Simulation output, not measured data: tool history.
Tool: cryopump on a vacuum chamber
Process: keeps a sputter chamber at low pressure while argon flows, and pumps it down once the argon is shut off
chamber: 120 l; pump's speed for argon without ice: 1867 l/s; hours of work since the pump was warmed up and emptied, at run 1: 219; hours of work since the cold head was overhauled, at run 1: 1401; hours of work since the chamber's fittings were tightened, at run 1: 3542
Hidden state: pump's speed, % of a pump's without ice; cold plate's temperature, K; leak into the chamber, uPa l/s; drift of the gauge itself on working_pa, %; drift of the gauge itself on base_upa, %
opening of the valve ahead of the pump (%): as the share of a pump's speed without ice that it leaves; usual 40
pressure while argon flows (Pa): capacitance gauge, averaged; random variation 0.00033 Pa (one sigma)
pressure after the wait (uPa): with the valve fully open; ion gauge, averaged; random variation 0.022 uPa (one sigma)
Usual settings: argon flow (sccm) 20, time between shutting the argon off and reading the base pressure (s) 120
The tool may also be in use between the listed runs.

run,hour,argon flow (sccm),time between shutting the argon off and reading the base pressure (s),opening of the valve ahead of the pump (%),hours of work since the pump was warmed up and emptied,hours of work since the cold head was overhauled,hours of work since the chamber's fittings were tightened,pressure while argon flows (Pa),pressure after the wait (uPa)
1,0,20,120,40,219,1401,3542,0.047,1.42
2,22.1,20,120,40,237,1420,3560,0.0469,1.42
3,53.2,20,120,40,263,1446,3586,0.0463,1.47
4,74.7,20,72,40,282,1464,3604,0.0474,1.72
5,120.5,20,116,40,320,1502,3643,0.0475,1.46
6,140,20,116,40,336,1518,3659,0.0471,1.53
7,182.3,20,116,40,371,1554,3694,0.0474,1.5
8,204.2,20,116,40,390,1572,3713,0.0474,1.55
9,243.8,20,116,40,423,1605,3746,0.0482,1.58
# hour 263.6: leaking fittings of the chamber tightened, without venting
10,267.1,20,120,40,441,1623,3,0.0481,0.66
11,307.8,21,120,40,475,1657,37,0.0503,0.62
12,350.4,20,27,40,510,1693,73,0.0483,2.15
13,385.8,20,27,40,540,1722,102,0.0491,2.19
14,409.2,20,120,41,560,1742,122,0.0471,0.67
# hour 417.6: pump warmed up, emptied and cooled again
15,452.7,20,120,53,29,1774,154,0.0349,0.63
16,487.5,20,120,53,58,1803,183,0.0347,0.64
17,519,20,120,53,85,1830,210,0.0353,0.68
18,550.2,20,25,52,111,1856,236,0.0357,2.29
19,571.3,20,25,52,129,1873,253,0.0363,2.41
20,601.4,15,50,25,154,1899,278,0.0554,1.32
21,637.8,20,38,40,184,1929,309,0.047,1.66
22,670.7,34,120,46,212,1957,336,0.0697,0.72
23,689.8,34,120,46,228,1973,352,0.0696,0.74

Forecast run 24:
24,725.4,34,120,46,257,2002,382,?,?

pressure while argon flows (Pa): 0.0698
pressure after the wait (uPa): 0.7
Without the tool's hidden state the same run would have given pressure while argon flows (Pa) 0.0667, pressure after the wait (uPa) 0.58.
